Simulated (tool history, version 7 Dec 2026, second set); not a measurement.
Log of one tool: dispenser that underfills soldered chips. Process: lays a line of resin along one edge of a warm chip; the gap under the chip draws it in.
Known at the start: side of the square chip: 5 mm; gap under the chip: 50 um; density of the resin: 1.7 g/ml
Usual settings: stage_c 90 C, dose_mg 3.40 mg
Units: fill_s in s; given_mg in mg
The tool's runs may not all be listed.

run	day	stage_c	dose_mg	fill_s	given_mg
1	0.000	90	3.40	22.4	3.361
2	0.167	90	3.40	29.0	3.353
3	0.325	90	3.40	36.3	3.352
# day 0.379: new syringe of resin
4	0.454	90	3.40	17.1	3.352
5	0.542	90	3.40	19.4	3.337
6	0.650	90	3.40	22.6	3.344
7	0.738	90	3.40	26.0	3.341
8	0.850	90	3.40	30.8	3.336
# day 1.012: new syringe of resin
9	1.054	90	3.40	16.7	3.340
10	1.188	90	3.40	20.3	3.327
11	1.296	90	3.40	23.8	3.322
12	1.438	94	3.40	25.1	3.323
13	1.571	89	3.24	37.2	3.158
# day 1.650: new syringe of resin
14	1.750	86	3.40	20.6	3.320
15	1.933	85	4.07	27.5	3.960
16	2.058	83	3.85	35.6	3.741
17	2.233	105	3.79	21.6	3.676
# day 2.288: new syringe of resin
# day 2.342: dispensing valve cleaned and set on the balance
18	2.425	105	3.79	10.5	3.796
19	2.588	105	3.79	13.3	3.795
20	2.717	103	3.20	16.9	3.200
21	2.842	103	3.20	20.6	3.195
# day 2.967: new syringe of resin
22	2.983	84	3.33	19.7	3.323
23	3.079	97	4.15	14.1	4.139
24	3.204	97	4.15	17.1	4.124

Measured less the same run without the tool's hidden state. The same run-to-run variation is in both; the gauge's scatter may not be:
The hidden state here: resin's viscosity, % of fresh resin's; dose that the valve gives, % of what is set; true chip temperature over the reading, C; drift of the gauge itself on fill_s, %; drift of the gauge itself on given_mg, %.
run	fill_s	given_mg
1	+7.2	-0.041
2	+13.9	-0.046
3	+21.4	-0.051
4	+1.6	-0.053
5	+3.9	-0.055
6	+7.4	-0.059
7	+10.4	-0.061
8	+15.4	-0.063
9	+0.9	-0.068
10	+4.5	-0.071
11	+8.1	-0.074
12	+11.7	-0.078
13	+21.0	-0.079
14	+2.8	-0.086
15	+9.5	-0.109
16	+16.1	-0.107
17	+12.2	-0.111
18	+1.3	+0.006
19	+4.1	+0.001
20	+7.4	-0.002
21	+10.9	-0.006
22	+0.8	-0.009
23	+2.4	-0.015
24	+5.3	-0.019
